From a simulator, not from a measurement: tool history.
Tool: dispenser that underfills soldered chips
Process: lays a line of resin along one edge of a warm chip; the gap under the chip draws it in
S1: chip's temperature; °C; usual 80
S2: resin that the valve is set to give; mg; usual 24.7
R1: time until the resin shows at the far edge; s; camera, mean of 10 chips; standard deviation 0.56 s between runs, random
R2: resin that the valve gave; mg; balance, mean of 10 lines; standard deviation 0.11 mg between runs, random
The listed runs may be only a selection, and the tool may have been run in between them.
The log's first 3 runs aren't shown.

run,hour,S1,S2,R1,R2
# hour 17.1: new syringe of resin
4,20.9,69,24.7,78.7,23.82
# hour 27.5: new syringe of resin
5,29.8,69,24.7,71.3,23.49
6,35.3,69,24.7,102.0,23.61
# hour 38.6: new syringe of resin
7,40.6,69,24.7,72.1,23.60
8,47.1,80,24.2,74.5,23.02
# hour 48.9: new syringe of resin
9,52.5,80,24.2,56.5,22.79
# hour 59.6: new syringe of resin
10,59.6,80,24.7,44.9,23.49
# hour 63.6: dispensing valve cleaned and set on the balance
11,69.8,80,29.3,75.4,29.19
# hour 71.0: new syringe of resin
12,77.2,85,24.7,56.9,24.47
# hour 82.2: new syringe of resin
13,86.6,80,25.5,58.0,25.30
# hour 92.7: new syringe of resin
14,94.9,80,24.7,49.8,24.37
15,99.5,81,24.7,64.8,24.28
# hour 103.4: new syringe of resin
16,109.9,81,24.7,63.4,24.31
# hour 114.2: new syringe of resin
17,119.2,81,24.0,58.0,23.24
# hour 124.8: new syringe of resin
18,127.1,92,24.7,35.2,23.87
19,132.7,93,25.6,48.5,24.53
# hour 135.2: new syringe of resin
20,142.1,90,28.2,50.9,27.20
# hour 146.1: new syringe of resin
21,153.6,90,28.2,50.8,26.94
# hour 156.4: new syringe of resin
22,165.3,84,24.7,66.2,23.28
# hour 167.1: new syringe of resin
23,171.1,69,24.5,78.5,23.20
# hour 173.9: dispensing valve cleaned and set on the balance
# hour 179.0: new syringe of resin
24,182.8,69,24.5,76.1,24.34
# hour 189.3: new syringe of resin
25,193.5,69,22.2,82.1,22.02
26,199.1,65,24.7,124.3,24.43
# hour 200.1: new syringe of resin
# hour 210.6: new syringe of resin
27,210.9,74,24.8,53.4,24.40

Run 28 is up next; what results do you expect?
# hour 221.5: new syringe of resin
28,221.8,74,24.8,?,?

R1: 54.0 s
R2: 24.39 mg
Had the tool carried no hidden state, the very same run would have given R1 57.4 s, R2 24.98 mg.
